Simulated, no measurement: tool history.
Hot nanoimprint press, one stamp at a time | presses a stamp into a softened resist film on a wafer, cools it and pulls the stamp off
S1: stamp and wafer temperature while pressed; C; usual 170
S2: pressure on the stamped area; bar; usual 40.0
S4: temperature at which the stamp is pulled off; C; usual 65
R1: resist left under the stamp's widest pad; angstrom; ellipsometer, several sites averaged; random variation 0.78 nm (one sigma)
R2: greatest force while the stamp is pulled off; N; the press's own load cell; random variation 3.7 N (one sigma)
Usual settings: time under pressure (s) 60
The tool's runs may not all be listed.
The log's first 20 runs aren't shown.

Run 21, hour 338.4: usual settings but S1 172 C, S2 37.1 bar, time under pressure (s) 43, S4 68 C. Result: R1 1977 angstrom, R2 164 N.
Run 22, hour 352.3: usual settings but S1 172 C, S2 37.9 bar, time under pressure (s) 43, S4 62 C. Result: R1 1956 angstrom, R2 195 N.
Run 23, hour 365.6: usual settings but S1 172 C, S2 29.8 bar, time under pressure (s) 34, S4 53 C. Result: R1 2352 angstrom, R2 246 N.
Run 24, hour 377.4: usual settings but S1 172 C, S2 29.8 bar, time under pressure (s) 34, S4 53 C. Result: R1 2370 angstrom, R2 238 N.
Run 25, hour 393.8: usual settings but S1 172 C, S2 31.5 bar, time under pressure (s) 34, S4 60 C. Result: R1 2291 angstrom, R2 200 N.
Run 26, hour 410.1: usual settings but S1 167 C, time under pressure (s) 33. Result: R1 2494 angstrom, R2 175 N.
Run 27, hour 421.4: usual settings but S2 26.8 bar. Result: R1 2185 angstrom, R2 185 N.
Run 28, hour 440.5: usual settings but time under pressure (s) 55, S4 67 C. Result: R1 1840 angstrom, R2 164 N.
Run 29, hour 454.5: usual settings but S4 63 C. Result: R1 1771 angstrom, R2 194 N.
Run 30, hour 471.3: usual settings but S1 176 C, S4 70 C. Result: R1 1416 angstrom, R2 149 N.

Forecast each of these 3 alternatives for the next run:
Run A, hour 491.8: usual settings but S1 176 C, time under pressure (s) 66, S4 70 C. Result: R1 ?, R2 ?.
Run B, hour 491.8: usual settings but S1 181 C, S4 69 C. Result: R1 ?, R2 ?.
Run C, hour 491.8: usual settings but time under pressure (s) 59, S4 53 C. Result: R1 ?, R2 ?.

run    R1   R2
  A  1346  158
  B  1181  159
  C  1786  241
Without the tool's hidden state the same runs would have given:
run    R1   R2
  A  1376  158
  B  1207  159
  C  1826  240
